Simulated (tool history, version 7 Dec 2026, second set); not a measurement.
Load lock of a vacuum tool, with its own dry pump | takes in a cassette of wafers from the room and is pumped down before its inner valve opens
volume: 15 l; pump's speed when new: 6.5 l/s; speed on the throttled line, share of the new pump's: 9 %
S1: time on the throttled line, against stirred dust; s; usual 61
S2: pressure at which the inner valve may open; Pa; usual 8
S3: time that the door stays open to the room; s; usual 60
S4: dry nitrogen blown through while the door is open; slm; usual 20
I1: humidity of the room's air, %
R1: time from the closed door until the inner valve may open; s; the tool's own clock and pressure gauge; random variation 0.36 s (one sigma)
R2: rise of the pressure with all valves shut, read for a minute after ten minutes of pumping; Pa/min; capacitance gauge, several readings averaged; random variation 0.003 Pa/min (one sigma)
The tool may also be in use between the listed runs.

run	hour	S1	S2	S3	S4	I1	R1	R2
1	0	61	8	60	20	41.5	77.7	0.03
2	298.3	61	8	60	20	46	78.6	0.025
3	778.4	61	8	60	20	43.4	77.6	0.028
4	1302.9	61	8	60	20	44	77.9	0.032
5	1726.7	61	8	60	20	46.7	77.5	0.031
6	2224.1	61	8	60	20	42.9	77	0.027
7	2723.8	61	8	60	20	44.6	78.3	0.029
8	3114.4	61	8	60	20	44.3	78.2	0.029
9	3563.9	61	8	60	20	45.3	77.7	0.026
10	4002.8	61	8	60	20	47.9	77.3	0.027
11	4423.3	61	8	60	20	41.8	77.4	0.027
12	4955.3	61	8	60	20	44.4	77.3	0.027
13	5270.5	61	8	60	8	42.5	77.9	0.045
14	5743	61	8	60	20	44.9	77.7	0.031
15	6089.2	118	8	60	20	46.2	130.5	0.031
16	6661.7	118	8	60	20	43.6	129.4	0.032
17	7119.4	118	8	60	20	45	129.6	0.035
18	7551.9	118	8	60	20	46.6	128.9	0.03
19	7912.3	61	8	60	20	48.3	78.6	0.032
20	8464.8	61	8	60	20	44.6	77.5	0.031
21	8836.1	61	8	60	20	46.7	77.9	0.03
22	9310.5	61	8	60	20	44	77.5	0.029
23	9694.7	55	9	33	27	47.5	71.9	0.014
24	10260.1	55	12	33	27	42.3	72.1	0.024
25	10586.4	105	10	37	5	49.1	118.3	0.05
26	10829.9	66	10	72	8	45.7	82.7	0.051
27	11125.7	32	8	60	5	45.6	51	0.052
28	11411.2	57	8	116	5	46.1	74	0.077
29	11949.2	44	12	30	8	45.5	61.1	0.031
30	12252.6	61	12	30	8	44.4	76.7	0.033
31	12692.9	116	15	119	12	44.6	126.4	0.059
32	13048.9	61	10	60	8	46.7	77.5	0.046
33	13357	61	10	60	8	44.3	77.2	0.048
34	13691.9	83	10	26	8	45.3	97	0.033
35	14170.3	83	10	92	8	41.8	97.2	0.049
36	14467.8	83	10	92	8	48.9	97.3	0.062
37	14775	61	14	60	20	44.7	76.4	0.028

Forecast each of these 4 alternatives for the next run:
A	15015	120	11	52	20	46.8	?	?
B	15015	61	14	57	6	44.5	?	?
C	15015	61	12	60	20	44	?	?
D	15015	32	10	100	20	44.4	?	?

run	R1	R2
A	130.8	0.032
B	76.6	0.048
C	76.7	0.028
D	50.1	0.036
Without the tool's hidden state the same runs would have given:
run	R1	R2
A	130.8	0.03
B	76.6	0.047
C	76.7	0.026
D	50.1	0.034
